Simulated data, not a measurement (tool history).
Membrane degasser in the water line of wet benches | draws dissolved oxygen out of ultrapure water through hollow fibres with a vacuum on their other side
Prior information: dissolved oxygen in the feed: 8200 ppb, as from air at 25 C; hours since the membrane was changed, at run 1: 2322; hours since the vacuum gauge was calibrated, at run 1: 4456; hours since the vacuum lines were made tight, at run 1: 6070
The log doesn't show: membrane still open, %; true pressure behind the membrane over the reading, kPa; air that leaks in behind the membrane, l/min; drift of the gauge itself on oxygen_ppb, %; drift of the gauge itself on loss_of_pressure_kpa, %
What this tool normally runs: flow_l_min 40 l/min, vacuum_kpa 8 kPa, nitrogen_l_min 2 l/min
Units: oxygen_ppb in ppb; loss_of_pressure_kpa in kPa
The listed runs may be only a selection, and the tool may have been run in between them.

run,hour,flow_l_min,vacuum_kpa,nitrogen_l_min,hours since the membrane was changed,hours since the vacuum gauge was calibrated,hours since the vacuum lines were made tight,oxygen_ppb,loss_of_pressure_kpa
1,0,40,8,2,2322,4456,6070,294.4,26.95
2,66.7,40,8,2,2389,4523,6137,291.7,26.6
3,127.1,40,8,2,2449,4583,6197,287.4,26.9
4,165.7,40,8,2,2488,4622,6236,291.9,26.82
5,240.7,40,8,2,2563,4697,6311,293.8,26.92
6,311.6,35,8,2,2634,4768,6382,251.1,23.45
7,374,40,8.83,2,2696,4830,6444,318.6,26.95
8,443.7,40,8.83,2,2766,4900,6514,328.5,26.78
9,511.6,40,8.83,2,2834,4968,6582,332.8,26.87
# hour 516.1: vacuum gauge calibrated
10,549.3,40,8,3.54,2871,33,6619,209.5,26.78
11,604.3,40,8,3.54,2926,88,6674,209.6,27.04
12,666.4,40,8,2.77,2988,150,6736,242.4,26.71
13,724.9,40,8,2.77,3047,209,6795,241.6,26.91
# hour 756.4: vacuum gauge calibrated, once more
14,767.2,26,8,2,3089,11,6836,175,17.4
15,843.1,40,8,2,3164,87,6912,278.6,26.88
16,928.2,40,8,2,3250,172,6997,281.3,27.09
17,1005.9,43,9.63,2,3327,250,7075,371.4,28.97
18,1048.8,40,7.89,2.28,3370,292,7118,253,27.09
# hour 1061.9: seals of the vacuum lines changed
19,1126.1,29,4.97,2,3445,368,64,96.8,19.42
20,1202.1,46,15.76,0.85,3521,444,140,1215.4,30.86
21,1263.4,46,15.76,0.85,3583,505,202,1215.7,31.17
22,1310.2,54,15.76,0.85,3630,552,248,1373.9,36.39
23,1356.5,54,15.76,0.85,3676,598,295,1358.3,36.51
24,1405,54,15.76,0.85,3724,647,343,1341.6,36.42
25,1479.8,53,14.62,2,3799,721,418,714.2,35.84
26,1541.1,53,14.62,2,3860,783,479,725.4,35.96
27,1594.4,53,14.62,2,3914,836,532,725.8,35.72
28,1645.8,54,14.05,0.91,3965,887,584,1141.4,36.54
29,1716.6,34,14.05,5.31,4036,958,655,218.4,22.92
30,1770.5,34,14.05,5.31,4090,1012,709,217.9,22.98
31,1810.7,29,10.08,4.02,4130,1052,749,160,19.76

Across each entry between runs, compare the hidden state at the last listed run before it with the hidden state at the first listed run after it:
Logged between run 9 and run 10: vacuum gauge calibrated (hour 516.1)
  true pressure behind the membrane over the reading, kPa: 0.35 -> 0.5; air that leaks in behind the membrane, l/min: 0.0171 -> 0.0172
  measured result minus the result with no hidden state, oxygen_ppb: +20.7 -> +18.3 ppb; loss_of_pressure_kpa: +0.36 -> +0.37 kPa
Logged between run 13 and run 14: vacuum gauge calibrated, once more (hour 756.4)
  true pressure behind the membrane over the reading, kPa: 0.51 -> -0.01; air that leaks in behind the membrane, l/min: 0.0175 -> 0.0176
  measured result minus the result with no hidden state, oxygen_ppb: +22 -> +3.8 ppb; loss_of_pressure_kpa: +0.4 -> +0.26 kPa
Logged between run 18 and run 19: seals of the vacuum lines changed (hour 1061.9)
  membrane still open, %: 98.4 -> 98.3; air that leaks in behind the membrane, l/min: 0.0182 -> 0.0019
  measured result minus the result with no hidden state, oxygen_ppb: +6.9 -> +3.7 ppb; loss_of_pressure_kpa: +0.44 -> +0.32 kPa

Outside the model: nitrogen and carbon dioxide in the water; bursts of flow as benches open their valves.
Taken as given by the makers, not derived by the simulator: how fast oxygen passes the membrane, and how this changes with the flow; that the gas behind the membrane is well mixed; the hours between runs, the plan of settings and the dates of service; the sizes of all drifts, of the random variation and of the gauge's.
